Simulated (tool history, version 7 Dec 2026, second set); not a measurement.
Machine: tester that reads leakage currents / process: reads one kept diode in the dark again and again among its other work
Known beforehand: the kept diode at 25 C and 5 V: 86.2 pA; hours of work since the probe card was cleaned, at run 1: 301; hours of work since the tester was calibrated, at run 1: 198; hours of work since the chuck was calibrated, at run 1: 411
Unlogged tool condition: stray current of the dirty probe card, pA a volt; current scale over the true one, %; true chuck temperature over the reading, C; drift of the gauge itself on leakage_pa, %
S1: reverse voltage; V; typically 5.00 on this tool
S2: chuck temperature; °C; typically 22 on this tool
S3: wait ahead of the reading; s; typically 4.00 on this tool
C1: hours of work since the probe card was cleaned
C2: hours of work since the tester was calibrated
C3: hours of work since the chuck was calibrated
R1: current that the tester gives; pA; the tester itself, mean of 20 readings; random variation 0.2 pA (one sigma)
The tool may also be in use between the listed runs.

Run 1, hour 0.0: usual settings; C1 301; C2 198; C3 411. Result: R1 62.55 pA.
Run 2, hour 20.5: usual settings but S3 0.94 s; C1 316; C2 214; C3 426. Result: R1 63.91 pA.
Run 3, hour 37.3: usual settings but S3 0.94 s; C1 329; C2 226; C3 439. Result: R1 63.30 pA.
Run 4, hour 60.5: usual settings but S1 9.25 V; C1 346; C2 244; C3 456. Result: R1 85.09 pA.
Run 5, hour 89.9: usual settings but S1 9.25 V, S3 9.59 s; C1 368; C2 266; C3 478. Result: R1 84.23 pA.
Run 6, hour 124.4: usual settings but S1 9.25 V, S3 9.59 s; C1 394; C2 292; C3 504. Result: R1 84.45 pA.
At hour 150.5: chuck's temperature calibrated.
Run 7, hour 157.1: usual settings but S1 2.82 V; C1 417; C2 314; C3 5. Result: R1 48.50 pA.
Run 8, hour 179.6: usual settings; C1 434; C2 331; C3 22. Result: R1 64.65 pA.
Run 9, hour 194.6: usual settings; C1 445; C2 343; C3 33. Result: R1 64.57 pA.
Run 10, hour 210.5: usual settings; C1 457; C2 354; C3 45. Result: R1 64.89 pA.
Run 11, hour 242.7: usual settings; C1 481; C2 379; C3 69. Result: R1 63.95 pA.
Run 12, hour 264.8: usual settings; C1 498; C2 395; C3 86. Result: R1 64.07 pA.
Run 13, hour 296.8: usual settings but S2 28 °C; C1 522; C2 419; C3 110. Result: R1 113.93 pA.
Run 14, hour 314.6: usual settings but S2 28 °C; C1 535; C2 432; C3 123. Result: R1 113.99 pA.
Run 15, hour 338.3: usual settings but S2 28 °C; C1 553; C2 450; C3 141. Result: R1 113.16 pA.
Run 16, hour 367.5: usual settings but S2 28 °C; C1 574; C2 472; C3 162. Result: R1 112.58 pA.
Run 17, hour 394.1: usual settings but S1 1.56 V, S2 25 °C; C1 594; C2 492; C3 182. Result: R1 47.25 pA.
Run 18, hour 409.5: usual settings but S1 2.69 V, S3 2.97 s; C1 606; C2 503; C3 194. Result: R1 46.56 pA.
Run 19, hour 425.6: usual settings but S1 2.06 V, S3 1.38 s; C1 618; C2 515; C3 206. Result: R1 40.98 pA.
Run 20, hour 450.4: usual settings but S2 29 °C, S3 7.04 s; C1 636; C2 534; C3 224. Result: R1 123.64 pA.
Run 21, hour 469.0: usual settings but S1 19.54 V, S2 26 °C, S3 1.66 s; C1 650; C2 548; C3 238. Result: R1 187.79 pA.
Run 22, hour 489.6: usual settings but S1 19.54 V, S2 26 °C, S3 1.66 s; C1 666; C2 563; C3 254. Result: R1 187.68 pA.
Run 23, hour 506.2: usual settings but S1 19.54 V, S2 26 °C, S3 1.66 s; C1 678; C2 576; C3 266. Result: R1 187.09 pA.
Run 24, hour 533.3: usual settings but S1 2.78 V, S2 47 °C, S3 9.84 s; C1 698; C2 596; C3 286. Result: R1 456.64 pA.
Run 25, hour 565.3: usual settings but S1 2.78 V, S2 47 °C, S3 9.84 s; C1 722; C2 620; C3 310. Result: R1 456.61 pA.
Run 26, hour 593.7: usual settings but S1 17.88 V, S2 47 °C, S3 9.84 s; C1 744; C2 641; C3 332. Result: R1 1150.17 pA.
Run 27, hour 619.7: usual settings but S1 2.22 V, S2 34 °C, S3 0.34 s; C1 763; C2 661; C3 351. Result: R1 131.19 pA.
Run 28, hour 650.9: usual settings but S1 10.32 V, S3 1.68 s; C1 787; C2 684; C3 374. Result: R1 92.09 pA.
Run 29, hour 669.1: usual settings but S1 1.35 V, S2 21 °C, S3 3.75 s; C1 800; C2 698; C3 388. Result: R1 29.30 pA.
Run 30, hour 686.0: usual settings but S1 19.07 V, S2 24 °C, S3 2.83 s; C1 813; C2 710; C3 401. Result: R1 150.92 pA.
Run 31, hour 719.7: usual settings but S3 5.38 s; C1 838; C2 735; C3 426. Result: R1 62.78 pA.

Run 32, settings as shown, results not yet in. Your forecast:
Run 32, hour 737.1: usual settings but S1 1.61 V, S2 35 °C, S3 0.35 s; C1 851; C2 748; C3 439. Result: R1 ?.

Run 32 gave R1 121.38 pA.
On a tool with no hidden condition, and with the same random variation, this run would have come out at R1 127.69 pA.
